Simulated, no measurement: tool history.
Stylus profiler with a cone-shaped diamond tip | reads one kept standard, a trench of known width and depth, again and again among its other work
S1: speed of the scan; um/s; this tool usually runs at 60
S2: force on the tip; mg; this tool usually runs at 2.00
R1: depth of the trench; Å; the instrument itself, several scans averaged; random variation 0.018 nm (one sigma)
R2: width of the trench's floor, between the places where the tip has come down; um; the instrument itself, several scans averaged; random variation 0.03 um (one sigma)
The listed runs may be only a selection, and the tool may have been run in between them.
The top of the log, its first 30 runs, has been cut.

run   hour  S1    S2      R1     R2
 31  368.7  76  1.49  1013.3  17.58
 32  378.9  76  1.30  1012.5  17.51
 33  390.1  30  0.80  1009.4  17.75
     400.6  -- new tip fitted, height scale calibrated
 34  400.6  30  0.80  1007.9  18.56
 35  411.7  30  0.80  1008.2  18.57
 36  426.2  76  3.56  1021.4  18.54
 37  440.0  27  4.31  1024.2  18.73
 38  452.8  67  1.25  1010.5  18.39
 39  461.4  34  2.00  1014.4  18.58
 40  473.3  34  2.00  1014.9  18.57

Here are 3 independent what-if runs from the current tool condition. What would each one return?
  A  489.2  47  1.07   ?   ?
  B  489.2  21  3.07   ?   ?
  C  489.2  58  0.76   ?   ?

run      R1     R2
  A  1010.0  18.43
  B  1019.1  18.68
  C  1007.7  18.28
Had the tool no hidden state, the same runs would have come out as:
run      R1     R2
  A  1009.6  18.46
  B  1018.7  18.71
  C  1007.3  18.31
